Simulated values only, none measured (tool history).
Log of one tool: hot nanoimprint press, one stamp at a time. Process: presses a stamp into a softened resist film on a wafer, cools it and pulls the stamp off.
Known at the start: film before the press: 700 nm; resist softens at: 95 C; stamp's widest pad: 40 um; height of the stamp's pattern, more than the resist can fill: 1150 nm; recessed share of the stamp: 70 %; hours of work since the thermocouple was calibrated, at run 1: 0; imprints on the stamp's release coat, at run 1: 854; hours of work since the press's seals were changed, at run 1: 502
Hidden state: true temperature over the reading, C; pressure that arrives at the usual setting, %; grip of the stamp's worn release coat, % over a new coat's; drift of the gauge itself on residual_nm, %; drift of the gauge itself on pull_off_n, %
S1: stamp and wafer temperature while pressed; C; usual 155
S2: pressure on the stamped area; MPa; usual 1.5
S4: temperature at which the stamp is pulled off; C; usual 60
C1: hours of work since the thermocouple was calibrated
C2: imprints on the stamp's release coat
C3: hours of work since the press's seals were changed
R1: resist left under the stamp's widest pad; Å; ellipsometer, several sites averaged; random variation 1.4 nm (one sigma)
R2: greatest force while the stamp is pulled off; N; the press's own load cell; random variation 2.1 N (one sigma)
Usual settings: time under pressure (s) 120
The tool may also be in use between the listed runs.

run 1 hour=0 | S1=155 S2=1.5 time_under_pressure_(s)=120 S4=60 | C1=0 C2=854 C3=502 | R1=3741 R2=90
run 2 hour=55.3 | S1=155 S2=1.5 time_under_pressure_(s)=120 S4=60 | C1=24 C2=1031 C3=526 | R1=3741 R2=94
run 3 hour=114.9 | S1=155 S2=1.5 time_under_pressure_(s)=120 S4=60 | C1=49 C2=1223 C3=552 | R1=3754 R2=93
run 4 hour=165.2 | S1=155 S2=1.5 time_under_pressure_(s)=120 S4=60 | C1=71 C2=1384 C3=573 | R1=3732 R2=97
run 5 hour=207.1 | S1=155 S2=1.5 time_under_pressure_(s)=120 S4=60 | C1=89 C2=1519 C3=591 | R1=3757 R2=93
run 6 hour=256.4 | S1=155 S2=1.5 time_under_pressure_(s)=120 S4=60 | C1=110 C2=1677 C3=612 | R1=3781 R2=98
-- hour=292.6 stamp cleaned and given a new release coat
run 7 hour=293.1 | S1=155 S2=1.37 time_under_pressure_(s)=120 S4=60 | C1=123 C2=2 C3=625 | R1=3929 R2=92
run 8 hour=347.2 | S1=148 S2=1.66 time_under_pressure_(s)=120 S4=60 | C1=146 C2=175 C3=648 | R1=4807 R2=90
run 9 hour=384.5 | S1=148 S2=1.66 time_under_pressure_(s)=120 S4=60 | C1=162 C2=295 C3=664 | R1=4805 R2=91
run 10 hour=426.8 | S1=148 S2=1.11 time_under_pressure_(s)=129 S4=67 | C1=180 C2=431 C3=683 | R1=5433 R2=81
run 11 hour=466.5 | S1=148 S2=1.11 time_under_pressure_(s)=129 S4=67 | C1=197 C2=558 C3=700 | R1=5432 R2=84
run 12 hour=491.4 | S1=155 S2=1.5 time_under_pressure_(s)=72 S4=61 | C1=208 C2=638 C3=710 | R1=4362 R2=94
run 13 hour=527.4 | S1=144 S2=1.06 time_under_pressure_(s)=102 S4=61 | C1=223 C2=754 C3=726 | R1=6253 R2=94

4 ways to go on from here, each from the tool as it stands after run 13. What would each give?
run A hour=586.3 | S1=155 S2=1.5 time_under_pressure_(s)=120 S4=60 | C1=248 C2=943 C3=751 | R1=? R2=?
run B hour=586.3 | S1=155 S2=1.2 time_under_pressure_(s)=215 S4=54 | C1=248 C2=943 C3=751 | R1=? R2=?
run C hour=586.3 | S1=155 S2=1.5 time_under_pressure_(s)=91 S4=50 | C1=248 C2=943 C3=751 | R1=? R2=?
run D hour=586.3 | S1=155 S2=1.95 time_under_pressure_(s)=105 S4=49 | C1=248 C2=943 C3=751 | R1=? R2=?

run=A R1=3747 R2=95
run=B R1=3463 R2=105
run=C R1=4082 R2=109
run=D R1=3444 R2=109
Without the tool's hidden state the same runs would have given:
run=A R1=3741 R2=94
run=B R1=3457 R2=104
run=C R1=4075 R2=108
run=D R1=3436 R2=108
